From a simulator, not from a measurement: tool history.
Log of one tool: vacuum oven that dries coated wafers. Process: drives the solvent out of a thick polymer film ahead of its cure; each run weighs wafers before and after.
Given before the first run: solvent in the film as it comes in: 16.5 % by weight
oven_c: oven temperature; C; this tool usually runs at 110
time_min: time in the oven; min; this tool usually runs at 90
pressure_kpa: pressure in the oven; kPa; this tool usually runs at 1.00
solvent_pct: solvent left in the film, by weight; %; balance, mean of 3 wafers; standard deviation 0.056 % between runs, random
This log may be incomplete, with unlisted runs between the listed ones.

run,day,oven_c,time_min,pressure_kpa,solvent_pct
1,0.000,110,90,1.00,3.83
2,0.333,110,90,1.00,3.93
3,0.817,110,90,1.00,3.86
4,1.212,110,90,1.00,3.74
5,1.696,110,90,1.00,3.73
6,2.408,110,90,1.00,3.75
7,2.771,110,90,1.00,3.85
8,3.458,102,90,1.00,5.28
9,3.858,110,90,1.00,3.83
10,4.275,110,160,1.00,1.60
11,4.942,110,90,1.00,3.80
12,5.500,116,90,1.00,2.76
13,6.188,118,90,1.00,2.52
14,6.738,118,90,1.00,2.55
15,7.375,110,90,1.00,3.88
16,7.846,110,90,1.00,3.84
17,8.325,110,90,1.00,3.82
18,8.746,110,90,1.00,3.83
19,9.508,112,64,1.64,5.26
20,9.988,108,141,0.61,2.08
21,10.492,108,141,0.61,2.13
22,11.021,108,141,0.61,2.04

Run 23 is up next; what results do you expect?
23,11.612,110,145,3.07,?

{"run 23": {"solvent_pct": 2.9}}
Without the tool's hidden state the same run would have given solvent_pct 2.78 %.

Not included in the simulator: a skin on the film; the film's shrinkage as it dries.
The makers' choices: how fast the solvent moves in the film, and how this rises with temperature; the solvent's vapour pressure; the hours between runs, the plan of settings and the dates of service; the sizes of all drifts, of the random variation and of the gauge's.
